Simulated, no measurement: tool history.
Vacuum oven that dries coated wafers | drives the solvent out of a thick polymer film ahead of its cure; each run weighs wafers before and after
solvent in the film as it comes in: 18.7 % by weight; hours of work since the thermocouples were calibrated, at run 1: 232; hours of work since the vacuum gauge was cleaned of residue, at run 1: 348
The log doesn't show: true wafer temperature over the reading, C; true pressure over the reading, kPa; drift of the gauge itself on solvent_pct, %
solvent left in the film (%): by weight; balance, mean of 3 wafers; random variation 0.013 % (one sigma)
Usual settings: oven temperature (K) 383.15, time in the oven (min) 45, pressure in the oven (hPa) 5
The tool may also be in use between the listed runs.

| run | hour | oven temperature (K) | time in the oven (min) | pressure in the oven (hPa) | hours of work since the thermocouples were calibrated | hours of work since the vacuum gauge was cleaned of residue | solvent left in the film (%) |
|---|---|---|---|---|---|---|---|
| 1 | 0 | 383.15 | 45 | 5 | 232 | 348 | 3.27 |
| 2 | 18.1 | 383.15 | 45 | 5 | 246 | 362 | 3.25 |
| 3 | 40.5 | 383.15 | 45 | 5 | 264 | 379 | 3.26 |
| 4 | 53.5 | 383.15 | 28 | 5 | 274 | 389 | 5.74 |
| 5 | 70.2 | 381.15 | 45 | 5 | 287 | 402 | 3.66 |
| 6 | 94.5 | 374.15 | 45 | 5 | 305 | 420 | 5.26 |
| 7 | 106.7 | 374.15 | 45 | 5 | 315 | 430 | 5.24 |
| 8 | 126.5 | 374.15 | 45 | 7.32 | 330 | 445 | 5.37 |
| 9 | 145.6 | 397.15 | 45 | 7.32 | 345 | 460 | 1.19 |
| 10 | 171.8 | 371.15 | 45 | 7.32 | 365 | 480 | 6.11 |
| 11 | 190 | 371.15 | 45 | 7.32 | 379 | 494 | 6.11 |
|  | 193.8 | oven's thermocouples calibrated |
| 12 | 206.9 | 383.15 | 45 | 11.42 | 10 | 505 | 3.51 |
| 13 | 228.1 | 383.15 | 45 | 5 | 26 | 522 | 3.19 |
| 14 | 240.7 | 383.15 | 45 | 5 | 36 | 531 | 3.22 |
| 15 | 260.6 | 383.15 | 45 | 5 | 51 | 547 | 3.2 |
| 16 | 275.4 | 383.15 | 45 | 5 | 63 | 558 | 3.17 |
| 17 | 300 | 383.15 | 45 | 5 | 82 | 577 | 3.19 |
| 18 | 311.1 | 383.15 | 23 | 11.5 | 90 | 586 | 6.97 |
| 19 | 329.8 | 368.15 | 45 | 16.7 | 105 | 600 | 7.35 |
|  | 340.1 | oven's thermocouples calibrated, once more |
| 20 | 358.9 | 387.15 | 45 | 16.7 | 14 | 621 | 3.16 |
| 21 | 379.3 | 387.15 | 45 | 16.7 | 30 | 637 | 3.18 |
| 22 | 398.6 | 391.15 | 31 | 16.7 | 45 | 651 | 4.05 |
| 23 | 424.7 | 383.15 | 37 | 7.91 | 65 | 672 | 4.52 |
| 24 | 450.9 | 383.15 | 37 | 7.91 | 85 | 692 | 4.55 |
| 25 | 474.9 | 395.15 | 45 | 5 | 104 | 710 | 1.43 |
| 26 | 487.6 | 386.15 | 45 | 5 | 114 | 720 | 2.81 |

5 ways to go on from here, each from the tool as it stands after run 26. What would each give?
| A | 514.2 | 386.15 | 37 | 5 | 134 | 740 | ? |
| B | 514.2 | 388.15 | 68 | 5 | 134 | 740 | ? |
| C | 514.2 | 383.15 | 31 | 5 | 134 | 740 | ? |
| D | 514.2 | 383.15 | 28 | 4.34 | 134 | 740 | ? |
| E | 514.2 | 392.15 | 34 | 4.27 | 134 | 740 | ? |

| run | solvent left in the film (%) |
|---|---|
| A | 3.72 |
| B | 1.09 |
| C | 5.34 |
| D | 5.87 |
| E | 2.96 |
Without the tool's hidden state the same runs would have given:
| run | solvent left in the film (%) |
|---|---|
| A | 3.59 |
| B | 1.01 |
| C | 5.21 |
| D | 5.74 |
| E | 2.85 |
